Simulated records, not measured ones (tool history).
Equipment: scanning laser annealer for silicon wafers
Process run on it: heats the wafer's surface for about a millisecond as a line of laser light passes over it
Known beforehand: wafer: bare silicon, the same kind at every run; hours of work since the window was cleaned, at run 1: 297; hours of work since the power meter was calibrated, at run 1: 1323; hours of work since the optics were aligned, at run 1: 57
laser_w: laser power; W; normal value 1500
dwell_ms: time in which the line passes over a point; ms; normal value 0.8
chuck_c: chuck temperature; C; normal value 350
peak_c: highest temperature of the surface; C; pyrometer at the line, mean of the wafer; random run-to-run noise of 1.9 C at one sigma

run   hour  laser_w  dwell_ms  chuck_c  hours of work since the window was cleaned  hours of work since the power meter was calibrated  hours of work since the optics were aligned  peak_c
  1      0     1500       0.8      350                                         297                                                1323                                           57    1103
  2   44.8     1500       0.8      350                                         325                                                1352                                           85    1100
  3  101.8     1500       0.8      350                                         361                                                1388                                          121    1101
  4  125.5     1500     0.601      350                                         376                                                1403                                          136    1010
  5    175     1500     0.601      350                                         408                                                1434                                          168    1009
  6  211.1     1500     0.601      350                                         431                                                1457                                          191    1009
  7  258.9     1500     0.601      350                                         461                                                1487                                          221    1008
  8  300.2     1500     0.601      350                                         487                                                1514                                          247    1011
  9    329     1500       0.8      350                                         506                                                1532                                          266    1091
       334  -- window over the wafer cleaned
 10  369.6     1500       0.8      313                                          23                                                1557                                          290    1043
 11  413.7     1500     0.732      313                                          51                                                1585                                          318    1016
 12  444.5     1500     0.732      313                                          70                                                1604                                          338    1016
 13  475.4     1500     0.635      346                                          90                                                1624                                          357    1005
 14  523.4     1483     0.635      327                                         120                                                1654                                          388     977
 15    563     1483     0.635      327                                         145                                                1679                                          413     974
 16  591.5     1483     0.635      327                                         164                                                1697                                          431     970
 17  633.9     1483     0.635      327                                         190                                                1724                                          458     974
     658.3  -- window over the wafer cleaned, once more
 18  685.1     1483     0.635      327                                          17                                                1756                                          489     998
 19  710.5     1490     0.705      374                                          33                                                1772                                          505    1080
 20  756.6     1490     0.705      374                                          62                                                1801                                          535    1077
 21  810.5     1427       0.8      335                                          97                                                1835                                          569    1034
 22  836.6     1427       0.8      335                                         113                                                1852                                          585    1035
 23  875.9     1319       0.8      376                                         138                                                1877                                          610    1005
 24  918.6     1319       0.8      376                                         165                                                1904                                          638    1004

Results for each run, recomputed without the tool's hidden state and with each run's random variation untouched:
Hidden conditions of the tool in this case: light that passes the window, % of a clean one's; laser's true power over the reading, %; width of the line over the set one, %; drift of the gauge itself on peak_c, C.
run  peak_c
  1    1120
  2    1118
  3    1121
  4    1028
  5    1029
  6    1030
  7    1030
  8    1034
  9    1119
 10    1081
 11    1054
 12    1055
 13    1042
 14    1016
 15    1014
 16    1010
 17    1015
 18    1014
 19    1098
 20    1097
 21    1055
 22    1057
 23    1026
 24    1026
